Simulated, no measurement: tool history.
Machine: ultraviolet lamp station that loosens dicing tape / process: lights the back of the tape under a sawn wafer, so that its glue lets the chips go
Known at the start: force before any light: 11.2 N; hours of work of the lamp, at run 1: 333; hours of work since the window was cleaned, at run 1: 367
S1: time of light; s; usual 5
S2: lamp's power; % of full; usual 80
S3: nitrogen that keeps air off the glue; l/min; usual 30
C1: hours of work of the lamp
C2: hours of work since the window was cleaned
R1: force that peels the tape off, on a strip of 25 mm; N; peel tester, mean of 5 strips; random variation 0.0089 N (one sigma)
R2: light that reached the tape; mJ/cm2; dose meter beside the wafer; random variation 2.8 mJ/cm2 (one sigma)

run 1 hour=0 | S1=5 S2=80 S3=30 | C1=333 C2=367 | R1=0.75 R2=269
run 2 hour=43.7 | S1=5 S2=80 S3=30 | C1=352 C2=385 | R1=0.81 R2=262
run 3 hour=88.3 | S1=5 S2=80 S3=30 | C1=370 C2=404 | R1=0.844 R2=260
run 4 hour=123 | S1=5 S2=80 S3=30 | C1=385 C2=419 | R1=0.879 R2=259
run 5 hour=148.2 | S1=5 S2=80 S3=30 | C1=396 C2=430 | R1=0.879 R2=255
run 6 hour=174.9 | S1=5 S2=93 S3=30 | C1=407 C2=441 | R1=0.66 R2=288
run 7 hour=214.7 | S1=5 S2=90 S3=30 | C1=424 C2=458 | R1=0.746 R2=274
run 8 hour=243.9 | S1=5 S2=90 S3=30 | C1=436 C2=470 | R1=0.718 R2=277
run 9 hour=289.2 | S1=5 S2=90 S3=30 | C1=455 C2=489 | R1=0.754 R2=272
run 10 hour=335.4 | S1=5 S2=90 S3=28 | C1=475 C2=509 | R1=0.886 R2=261
run 11 hour=378.2 | S1=5 S2=80 S3=30 | C1=493 C2=527 | R1=1.104 R2=228
run 12 hour=408 | S1=5 S2=80 S3=19 | C1=506 C2=539 | R1=1.631 R2=225
run 13 hour=429.5 | S1=5 S2=80 S3=19 | C1=515 C2=549 | R1=1.615 R2=220
run 14 hour=465.9 | S1=5 S2=80 S3=30 | C1=530 C2=564 | R1=1.192 R2=214
run 15 hour=487.4 | S1=5 S2=74 S3=30 | C1=539 C2=573 | R1=1.432 R2=199
run 16 hour=519.1 | S1=5 S2=80 S3=14 | C1=552 C2=586 | R1=2.256 R2=212
run 17 hour=560.2 | S1=5 S2=80 S3=30 | C1=570 C2=604 | R1=1.287 R2=206
run 18 hour=585.1 | S1=5 S2=80 S3=30 | C1=580 C2=614 | R1=1.393 R2=202
run 19 hour=605 | S1=5 S2=80 S3=30 | C1=589 C2=623 | R1=1.364 R2=202
-- hour=608.6 window cleaned of glue's vapour
run 20 hour=648.2 | S1=5 S2=80 S3=30 | C1=607 C2=17 | R1=1.013 R2=240
run 21 hour=682.1 | S1=5 S2=80 S3=30 | C1=621 C2=31 | R1=1.015 R2=235
run 22 hour=706.9 | S1=2 S2=65 S3=30 | C1=632 C2=42 | R1=4.919 R2=75
run 23 hour=735.8 | S1=9 S2=99 S3=32 | C1=644 C2=54 | R1=0.246 R2=513
-- hour=768.2 lamp changed
run 24 hour=775.2 | S1=3 S2=65 S3=54 | C1=3 C2=70 | R1=1.18 R2=177
run 25 hour=823.1 | S1=3 S2=70 S3=27 | C1=23 C2=90 | R1=1.706 R2=191
run 26 hour=868 | S1=5 S2=68 S3=30 | C1=42 C2=109 | R1=0.575 R2=304
run 27 hour=905.3 | S1=2 S2=73 S3=23 | C1=58 C2=125 | R1=3.424 R2=127
run 28 hour=951.8 | S1=5 S2=62 S3=30 | C1=78 C2=145 | R1=0.772 R2=266
run 29 hour=986.5 | S1=5 S2=62 S3=30 | C1=92 C2=159 | R1=0.813 R2=263
run 30 hour=1019.7 | S1=2 S2=61 S3=54 | C1=106 C2=173 | R1=2.953 R2=101
run 31 hour=1048 | S1=7 S2=87 S3=51 | C1=118 C2=185 | R1=0.22 R2=508
run 32 hour=1070.9 | S1=2 S2=65 S3=12 | C1=128 C2=195 | R1=5.08 R2=107
run 33 hour=1115.5 | S1=2 S2=78 S3=19 | C1=147 C2=214 | R1=3.74 R2=126
run 34 hour=1159.8 | S1=5 S2=80 S3=31 | C1=165 C2=233 | R1=0.511 R2=319
run 35 hour=1200.3 | S1=5 S2=80 S3=31 | C1=183 C2=250 | R1=0.546 R2=317
run 36 hour=1224.6 | S1=5 S2=68 S3=21 | C1=193 C2=260 | R1=1.132 R2=261
run 37 hour=1249.2 | S1=2 S2=80 S3=10 | C1=203 C2=270 | R1=4.978 R2=124
run 38 hour=1294.4 | S1=5 S2=80 S3=24 | C1=222 C2=289 | R1=0.725 R2=300
run 39 hour=1336.4 | S1=5 S2=80 S3=24 | C1=240 C2=307 | R1=0.797 R2=293
run 40 hour=1383.9 | S1=3 S2=97 S3=30 | C1=260 C2=327 | R1=1.289 R2=213
run 41 hour=1403.2 | S1=3 S2=97 S3=30 | C1=268 C2=335 | R1=1.337 R2=209
run 42 hour=1429.6 | S1=3 S2=97 S3=30 | C1=280 C2=347 | R1=1.303 R2=205

The same runs without the tool's hidden state, with the same run-to-run variation:
The hidden state here: lamp's light, % of a new lamp's; light that the window lets through, % of a clean one's; drift of the gauge itself on peel_n, %; drift of the gauge itself on dose_mj_cm2, %.
run=1 R1=0.359 R2=381
run=2 R1=0.376 R2=379
run=3 R1=0.374 R2=382
run=4 R1=0.382 R2=384
run=5 R1=0.367 R2=384
run=6 R1=0.296 R2=442
run=7 R1=0.309 R2=428
run=8 R1=0.289 R2=437
run=9 R1=0.289 R2=436
run=10 R1=0.317 R2=430
run=11 R1=0.372 R2=384
run=12 R1=0.543 R2=383
run=13 R1=0.527 R2=380
run=14 R1=0.363 R2=378
run=15 R1=0.428 R2=354
run=16 R1=0.731 R2=382
run=17 R1=0.358 R2=382
run=18 R1=0.383 R2=380
run=19 R1=0.367 R2=382
run=20 R1=0.38 R2=384
run=21 R1=0.368 R2=380
run=22 R1=2.958 R2=123
run=23 R1=0.212 R2=854
run=24 R1=1.103 R2=183
run=25 R1=1.553 R2=201
run=26 R1=0.494 R2=326
run=27 R1=3.087 R2=138
run=28 R1=0.621 R2=294
run=29 R1=0.632 R2=295
run=30 R1=2.477 R2=115
run=31 R1=0.212 R2=584
run=32 R1=4.486 R2=124
run=33 R1=3.069 R2=149
run=34 R1=0.352 R2=383
run=35 R1=0.365 R2=387
run=36 R1=0.721 R2=323
run=37 R1=4.065 R2=154
run=38 R1=0.435 R2=383
run=39 R1=0.456 R2=381
run=40 R1=0.723 R2=281
run=41 R1=0.735 R2=278
run=42 R1=0.704 R2=277
